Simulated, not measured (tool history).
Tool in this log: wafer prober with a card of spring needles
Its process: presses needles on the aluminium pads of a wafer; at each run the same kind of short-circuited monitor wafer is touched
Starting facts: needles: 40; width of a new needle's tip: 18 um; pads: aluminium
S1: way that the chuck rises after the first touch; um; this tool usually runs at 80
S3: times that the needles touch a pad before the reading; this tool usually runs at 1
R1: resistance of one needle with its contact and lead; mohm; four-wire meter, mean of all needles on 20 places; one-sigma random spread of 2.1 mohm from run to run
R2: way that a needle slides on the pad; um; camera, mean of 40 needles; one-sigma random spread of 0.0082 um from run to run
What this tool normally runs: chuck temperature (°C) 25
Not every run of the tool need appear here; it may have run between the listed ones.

Run 1, hour 0: usual settings. Result: R1 226 mohm, R2 10.711 um.
At hour 5.6: tips cleaned on abrasive film.
Run 2, hour 14.3: usual settings but S3 2. Result: R1 223 mohm, R2 10.741 um.
At hour 23.1: tips cleaned on abrasive film.
Run 3, hour 26.6: usual settings but S3 2. Result: R1 224 mohm, R2 10.713 um.
At hour 42.1: tips cleaned on abrasive film.
Run 4, hour 44.5: usual settings but S3 2. Result: R1 223 mohm, R2 10.719 um.
At hour 60.2: tips cleaned on abrasive film.
Run 5, hour 61.6: usual settings but S3 2. Result: R1 228 mohm, R2 10.734 um.
Run 6, hour 74.6: usual settings but S3 2. Result: R1 226 mohm, R2 10.727 um.
At hour 77.5: tips cleaned on abrasive film.
Run 7, hour 91.6: usual settings. Result: R1 227 mohm, R2 10.706 um.
At hour 95.8: tips cleaned on abrasive film.
Run 8, hour 111.7: usual settings. Result: R1 225 mohm, R2 10.717 um.
At hour 113.2: tips cleaned on abrasive film.
Run 9, hour 124: usual settings. Result: R1 226 mohm, R2 10.727 um.
At hour 130.6: tips cleaned on abrasive film.
Run 10, hour 135.2: usual settings but S3 2. Result: R1 225 mohm, R2 10.727 um.
At hour 148.8: tips cleaned on abrasive film.
Run 11, hour 154.5: usual settings but S3 2. Result: R1 226 mohm, R2 10.729 um.
At hour 167.1: tips cleaned on abrasive film.
Run 12, hour 170.5: usual settings but S3 2. Result: R1 227 mohm, R2 10.729 um.
Run 13, hour 181.6: usual settings but S1 94 um, S3 2. Result: R1 222 mohm, R2 12.607 um.
At hour 185.2: tips cleaned on abrasive film.
Run 14, hour 199.3: usual settings but S1 61 um. Result: R1 230 mohm, R2 8.188 um.
At hour 202.5: tips cleaned on abrasive film.
Run 15, hour 213.1: usual settings. Result: R1 227 mohm, R2 10.736 um.
At hour 221.2: tips cleaned on abrasive film.
Run 16, hour 225.6: usual settings but S1 98 um, chuck temperature (°C) 50. Result: R1 230 mohm, R2 13.135 um.
Run 17, hour 235.9: usual settings but S1 98 um, chuck temperature (°C) 47. Result: R1 231 mohm, R2 13.124 um.

Forecast run 18:
At hour 238.6: tips cleaned on abrasive film.
Run 18, hour 245.2: usual settings but chuck temperature (°C) 89, S3 2. Result: R1 ?, R2 ?.

{"run 18": {"R1": 239, "R2": 10.722}}
With no hidden state in the tool, this same run would have given R1 239 mohm, R2 10.724 um.
